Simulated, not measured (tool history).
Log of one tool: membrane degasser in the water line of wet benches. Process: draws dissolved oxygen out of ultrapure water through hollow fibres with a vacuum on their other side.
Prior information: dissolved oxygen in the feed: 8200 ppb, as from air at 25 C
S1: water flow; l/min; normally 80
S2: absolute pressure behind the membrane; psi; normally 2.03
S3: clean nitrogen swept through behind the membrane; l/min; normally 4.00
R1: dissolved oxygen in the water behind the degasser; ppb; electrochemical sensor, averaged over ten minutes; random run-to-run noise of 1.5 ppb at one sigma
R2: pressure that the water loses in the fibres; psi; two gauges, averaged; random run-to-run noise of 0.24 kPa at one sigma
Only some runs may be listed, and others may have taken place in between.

run      day   S1    S2     S3      R1      R2
  1    0.000   80  2.03   4.00   482.9   9.477
  2    2.958   60  2.03   4.00   363.5   7.098
  3    7.888   80  2.03   4.00   483.1   9.464
  4   11.671   80  2.03   4.00   482.1   9.484
  5   16.150   99  2.03   4.00   597.9  11.725
  6   18.517   99  2.03   4.00   600.0  11.741
  7   23.521   80  2.03   4.00   483.3   9.458
  8   26.158   80  2.03   4.00   483.2   9.493
  9   29.842  114  2.03   4.00   691.0  13.623
 10   34.946   80  1.29   4.00   275.2   9.491
 11   40.429   80  1.29   4.00   275.8   9.519
 12   42.812   80  1.29   8.58   151.5   9.496
 13   45.983   80  1.29   8.58   152.9   9.506
 14   49.121   80  1.29   8.58   151.7   9.546
 15   51.700   80  2.03   4.00   483.7   9.491
 16   54.729   80  2.03   4.00   485.1   9.539
 17   57.475   80  2.03  10.11   226.5   9.538
 18   60.288   80  2.03  10.11   226.6   9.564
 19   64.217   80  2.03  10.11   228.1   9.571
 20   69.475   83  2.03  10.11   237.7   9.934
 21   72.292   83  2.03  10.11   238.3   9.951
 22   76.721   64  2.35   1.73   911.1   7.712
 23   81.546   67  2.73   4.00   574.2   7.979
 24   84.921  106  1.54   4.00   473.1  12.721
 25   87.758  106  2.97   4.00   953.6  12.710
 26   90.204   59  2.03   3.47   408.5   7.063
 27   95.196   59  2.03   3.47   409.9   7.049
 28  100.704   59  2.03   3.47   409.2   7.036
 29  103.488  113  3.13   4.00  1065.9  13.589
 30  108.604  124  4.37   9.46   848.2  14.897
 31  113.162   99  1.65   2.33   703.1  11.944
 32  117.567   52  3.99   4.35   641.3   6.240
 33  119.900  114  3.42   4.35  1095.8  13.623

A few steps of R1 between consecutive runs. Split each: what settings, incoming material and random variation would produce without the hidden state, and what is left over for the hidden state, along with gauge scatter present in only one of the two compared results (measured, and without hidden state):
Hidden state at play: membrane still open, %; true pressure behind the membrane over the reading, kPa; air that leaks in behind the membrane, l/min; drift of the gauge itself on oxygen_ppb, %; drift of the gauge itself on loss_of_pressure_kpa, %.
Run 21 -> 22: S1 83 -> 64, S2 2.03 -> 2.35, S3 10.11 -> 1.73. R1 +672.8 ppb: hidden state +1.5, all else +671.3.
Run 25 -> 26: S1 106 -> 59, S2 2.97 -> 2.03, S3 4.00 -> 3.47. R1 -545.1 ppb: hidden state -7.2, all else -537.9.
Run 28 -> 29: S1 59 -> 113, S2 2.03 -> 3.13, S3 3.47 -> 4.00. R1 +656.7 ppb: hidden state +9.2, all else +647.5.
Run 31 -> 32: S1 99 -> 52, S2 1.65 -> 3.99, S3 2.33 -> 4.35. R1 -61.8 ppb: hidden state -10.2, all else -51.6.
Run 32 -> 33: S1 52 -> 114, S2 3.99 -> 3.42. R1 +454.5 ppb: hidden state +10.3, all else +444.2.

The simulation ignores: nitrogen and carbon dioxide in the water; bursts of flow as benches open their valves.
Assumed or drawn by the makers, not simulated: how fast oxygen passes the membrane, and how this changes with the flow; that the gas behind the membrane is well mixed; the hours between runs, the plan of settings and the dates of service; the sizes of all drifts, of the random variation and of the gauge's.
